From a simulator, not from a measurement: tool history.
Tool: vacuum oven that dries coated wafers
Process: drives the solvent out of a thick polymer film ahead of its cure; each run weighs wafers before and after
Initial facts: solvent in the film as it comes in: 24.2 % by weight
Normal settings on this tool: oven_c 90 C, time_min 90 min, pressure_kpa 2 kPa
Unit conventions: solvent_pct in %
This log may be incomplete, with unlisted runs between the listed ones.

run 1 hour=0 | oven_c=90 time_min=90 pressure_kpa=2 | solvent_pct=5.09
run 2 hour=14.1 | oven_c=76 time_min=90 pressure_kpa=2 | solvent_pct=12.21
-- hour=27.4 oven's thermocouples calibrated
run 3 hour=43 | oven_c=76 time_min=90 pressure_kpa=2 | solvent_pct=12.12
run 4 hour=68.5 | oven_c=90 time_min=90 pressure_kpa=2 | solvent_pct=4.97
run 5 hour=90.7 | oven_c=90 time_min=90 pressure_kpa=2.46 | solvent_pct=5.35
run 6 hour=114.5 | oven_c=90 time_min=90 pressure_kpa=2.46 | solvent_pct=5.36
run 7 hour=134.5 | oven_c=98 time_min=90 pressure_kpa=2.46 | solvent_pct=2.73
-- hour=153.4 oven's thermocouples calibrated, once more
run 8 hour=155.9 | oven_c=98 time_min=90 pressure_kpa=2.46 | solvent_pct=3.27
run 9 hour=177.2 | oven_c=105 time_min=90 pressure_kpa=2.46 | solvent_pct=1.88
run 10 hour=195.5 | oven_c=90 time_min=90 pressure_kpa=2 | solvent_pct=5.87
run 11 hour=221.7 | oven_c=90 time_min=90 pressure_kpa=2 | solvent_pct=5.82
run 12 hour=247.2 | oven_c=90 time_min=90 pressure_kpa=2.61 | solvent_pct=6.4
run 13 hour=273.8 | oven_c=90 time_min=90 pressure_kpa=1.5 | solvent_pct=5.35
run 14 hour=286.8 | oven_c=90 time_min=90 pressure_kpa=1.5 | solvent_pct=5.37
run 15 hour=305.1 | oven_c=90 time_min=90 pressure_kpa=1.5 | solvent_pct=5.37
run 16 hour=330.9 | oven_c=90 time_min=90 pressure_kpa=1.5 | solvent_pct=5.41
run 17 hour=355.9 | oven_c=90 time_min=90 pressure_kpa=1.5 | solvent_pct=5.31
run 18 hour=376.7 | oven_c=90 time_min=90 pressure_kpa=1.5 | solvent_pct=5.28
run 19 hour=397.6 | oven_c=99 time_min=145 pressure_kpa=5.22 | solvent_pct=4.45
run 20 hour=422.3 | oven_c=78 time_min=76 pressure_kpa=5.22 | solvent_pct=16.1
run 21 hour=446.7 | oven_c=90 time_min=154 pressure_kpa=2.2 | solvent_pct=3.63
run 22 hour=472.7 | oven_c=90 time_min=154 pressure_kpa=2.2 | solvent_pct=3.65
run 23 hour=497.9 | oven_c=87 time_min=139 pressure_kpa=1.42 | solvent_pct=4.21
run 24 hour=512.2 | oven_c=92 time_min=139 pressure_kpa=1.42 | solvent_pct=2.59
run 25 hour=534.6 | oven_c=101 time_min=51 pressure_kpa=2 | solvent_pct=4.21
run 26 hour=546.6 | oven_c=90 time_min=107 pressure_kpa=2 | solvent_pct=4.87
run 27 hour=562.6 | oven_c=90 time_min=107 pressure_kpa=2 | solvent_pct=4.83
run 28 hour=580.3 | oven_c=82 time_min=119 pressure_kpa=1.6 | solvent_pct=7.63
run 29 hour=604 | oven_c=88 time_min=102 pressure_kpa=2 | solvent_pct=5.97
run 30 hour=631.2 | oven_c=88 time_min=102 pressure_kpa=2 | solvent_pct=5.98
run 31 hour=650.1 | oven_c=104 time_min=102 pressure_kpa=2 | solvent_pct=1.57
run 32 hour=676.1 | oven_c=77 time_min=76 pressure_kpa=1.7 | solvent_pct=13.08
run 33 hour=688.6 | oven_c=78 time_min=62 pressure_kpa=2.41 | solvent_pct=14.34
run 34 hour=715.5 | oven_c=78 time_min=62 pressure_kpa=2.41 | solvent_pct=14.33
run 35 hour=729.8 | oven_c=91 time_min=51 pressure_kpa=1.77 | solvent_pct=8.61
run 36 hour=752.4 | oven_c=84 time_min=159 pressure_kpa=2.03 | solvent_pct=5.56

5 options for the next run, each taken on its own from the tool as it stands now. Forecast them:
run A hour=767.8 | oven_c=84 time_min=55 pressure_kpa=2.07 | solvent_pct=?
run B hour=767.8 | oven_c=90 time_min=103 pressure_kpa=2.24 | solvent_pct=?
run C hour=767.8 | oven_c=99 time_min=61 pressure_kpa=6.48 | solvent_pct=?
run D hour=767.8 | oven_c=98 time_min=65 pressure_kpa=1.74 | solvent_pct=?
run E hour=767.8 | oven_c=80 time_min=91 pressure_kpa=2.03 | solvent_pct=?

run=A solvent_pct=11.76
run=B solvent_pct=5.24
run=C solvent_pct=7.21
run=D solvent_pct=3.94
run=E solvent_pct=10.81
Without the tool's unlogged condition, the same runs would have read:
run=A solvent_pct=11.86
run=B solvent_pct=5.29
run=C solvent_pct=7.3
run=D solvent_pct=4
run=E solvent_pct=10.89
